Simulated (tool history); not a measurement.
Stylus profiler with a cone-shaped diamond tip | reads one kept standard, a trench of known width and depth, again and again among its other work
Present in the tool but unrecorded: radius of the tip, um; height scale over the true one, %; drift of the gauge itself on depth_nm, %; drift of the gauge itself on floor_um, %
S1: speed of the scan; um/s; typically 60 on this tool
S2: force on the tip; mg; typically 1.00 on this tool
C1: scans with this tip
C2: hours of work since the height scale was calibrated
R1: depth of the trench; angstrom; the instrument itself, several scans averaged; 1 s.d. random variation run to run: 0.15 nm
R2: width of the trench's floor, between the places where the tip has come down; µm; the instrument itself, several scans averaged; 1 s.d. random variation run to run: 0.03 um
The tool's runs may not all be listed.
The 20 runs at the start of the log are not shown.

Run 21, hour 1503.7: usual settings but S2 0.44 mg; C1 10877; C2 178. Result: R1 10070.4 angstrom, R2 44.39 µm.
Run 22, hour 1575.8: usual settings but S2 0.44 mg; C1 11044; C2 208. Result: R1 10070.0 angstrom, R2 44.47 µm.
At hour 1599.9: height scale calibrated on a step standard, once more.
Run 23, hour 1637.9: usual settings but S2 0.44 mg; C1 11187; C2 16. Result: R1 10042.0 angstrom, R2 44.44 µm.
Run 24, hour 1747.3: usual settings but S1 99 um/s, S2 1.62 mg; C1 11441; C2 61. Result: R1 10098.1 angstrom, R2 44.48 µm.
Run 25, hour 1799.6: usual settings but S1 99 um/s, S2 1.62 mg; C1 11562; C2 83. Result: R1 10099.8 angstrom, R2 44.44 µm.
Run 26, hour 1845.7: usual settings but S1 18 um/s, S2 1.73 mg; C1 11669; C2 102. Result: R1 10103.2 angstrom, R2 44.72 µm.
Run 27, hour 1944.1: usual settings but S1 18 um/s, S2 1.38 mg; C1 11897; C2 143. Result: R1 10090.8 angstrom, R2 44.62 µm.
Run 28, hour 2005.6: usual settings but S1 18 um/s, S2 1.38 mg; C1 12040; C2 168. Result: R1 10088.2 angstrom, R2 44.68 µm.
Run 29, hour 2115.6: usual settings but S1 115 um/s, S2 1.68 mg; C1 12295; C2 214. Result: R1 10101.9 angstrom, R2 44.29 µm.
Run 30, hour 2223.4: usual settings but S1 115 um/s, S2 1.68 mg; C1 12545; C2 258. Result: R1 10102.0 angstrom, R2 44.32 µm.
Run 31, hour 2302.7: usual settings but S1 49 um/s, S2 2.98 mg; C1 12729; C2 291. Result: R1 10151.1 angstrom, R2 44.47 µm.
Run 32, hour 2406.7: usual settings but S1 135 um/s, S2 2.96 mg; C1 12970; C2 334. Result: R1 10149.8 angstrom, R2 44.28 µm.
Run 33, hour 2478.9: usual settings but S1 135 um/s, S2 0.77 mg; C1 13138; C2 364. Result: R1 10063.8 angstrom, R2 43.96 µm.
Run 34, hour 2554.5: usual settings but S1 100 um/s, S2 1.67 mg; C1 13313; C2 396. Result: R1 10105.0 angstrom, R2 44.29 µm.
Run 35, hour 2614.0: usual settings but S1 71 um/s, S2 0.88 mg; C1 13451; C2 420. Result: R1 10071.0 angstrom, R2 44.27 µm.
Run 36, hour 2677.2: usual settings but S1 21 um/s, S2 0.41 mg; C1 13597; C2 446. Result: R1 10046.8 angstrom, R2 44.44 µm.
Run 37, hour 2725.1: usual settings but S1 32 um/s, S2 2.31 mg; C1 13709; C2 466. Result: R1 10130.4 angstrom, R2 44.45 µm.
Run 38, hour 2770.1: usual settings but S1 54 um/s, S2 1.48 mg; C1 13813; C2 485. Result: R1 10098.2 angstrom, R2 44.35 µm.
Run 39, hour 2828.5: usual settings but S1 54 um/s, S2 1.48 mg; C1 13948; C2 509. Result: R1 10100.3 angstrom, R2 44.30 µm.
Run 40, hour 2906.7: usual settings but S1 76 um/s, S2 0.57 mg; C1 14130; C2 542. Result: R1 10055.2 angstrom, R2 44.08 µm.
Run 41, hour 2971.7: usual settings but S1 76 um/s, S2 0.57 mg; C1 14280; C2 569. Result: R1 10057.5 angstrom, R2 44.05 µm.
Run 42, hour 3034.4: usual settings but S1 70 um/s, S2 1.30 mg; C1 14426; C2 595. Result: R1 10091.7 angstrom, R2 44.25 µm.
Run 43, hour 3097.5: usual settings but S1 226 um/s, S2 0.61 mg; C1 14572; C2 621. Result: R1 10059.8 angstrom, R2 43.22 µm.
Run 44, hour 3172.6: usual settings but S1 226 um/s, S2 0.61 mg; C1 14746; C2 652. Result: R1 10061.4 angstrom, R2 43.19 µm.
Run 45, hour 3260.9: usual settings but S1 90 um/s, S2 2.53 mg; C1 14951; C2 688. Result: R1 10141.5 angstrom, R2 44.19 µm.

4 options for the next run, each taken on its own from the tool as it stands now. Forecast them:
Run A, hour 3327.3: usual settings but S1 23 um/s, S2 1.52 mg; C1 15105; C2 716. Result: R1 ?, R2 ?.
Run B, hour 3327.3: usual settings but S1 76 um/s, S2 2.00 mg; C1 15105; C2 716. Result: R1 ?, R2 ?.
Run C, hour 3327.3: usual settings but S1 79 um/s; C1 15105; C2 716. Result: R1 ?, R2 ?.
Run D, hour 3327.3: usual settings but S1 54 um/s, S2 0.57 mg; C1 15105; C2 716. Result: R1 ?, R2 ?.

run       R1     R2
  A  10104.5  44.34
  B  10120.5  44.17
  C  10080.1  44.09
  D  10059.9  44.16
Without the tool's unlogged condition, the same runs would have read:
run       R1     R2
  A  10092.6  45.91
  B  10108.6  45.74
  C  10068.2  45.65
  D  10048.1  45.72
